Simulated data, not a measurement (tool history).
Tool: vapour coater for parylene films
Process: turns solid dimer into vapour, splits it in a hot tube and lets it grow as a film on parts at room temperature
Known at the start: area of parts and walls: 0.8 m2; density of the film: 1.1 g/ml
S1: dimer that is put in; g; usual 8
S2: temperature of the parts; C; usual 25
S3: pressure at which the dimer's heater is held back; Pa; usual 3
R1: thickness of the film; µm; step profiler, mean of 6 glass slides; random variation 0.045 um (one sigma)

run,day,S1,S2,S3,R1
1,0,8,25,3,5.11
2,2.242,8,25,9.72,3.96
3,5.571,8,25,9.72,3.97
4,7.646,8,25,9.72,3.92
5,9.617,8,25,9.72,3.89
6,11.196,8,25,9.72,3.95
7,13.158,8,25,9.72,3.87
8,15.5,8,25,6.72,4.31
9,18.346,8,25,6.72,4.3
10,21.154,8,33,3,4.29
11,23.779,8,33,3,4.25
12,25.775,8,20,2.36,5.92
13,27.471,12,19,3.22,8.46
14,30.65,12,19,3.22,8.4
15,34.221,12,19,3.22,8.48
16,37.821,12,19,3.22,8.43
17,41.15,5,33,4.36,2.54

Taken out of this log: 3 entries between the listed runs. Where each belongs, and how the hidden state differs across it:
Between runs 7 and 8: trap's valve overhauled (day 14.65)
  vapour lost through the trap's worn valve, %: 0.5 -> 0
Between runs 9 and 10: table's thermometer calibrated (day 20.142)
  vapour lost through the trap's worn valve, %: 0.1 -> 0.2; true temperature of the parts over the reading, C: 0.03 -> 0
Between runs 14 and 15: trap's valve overhauled (day 33.975)
  vapour lost through the trap's worn valve, %: 0.4 -> 0
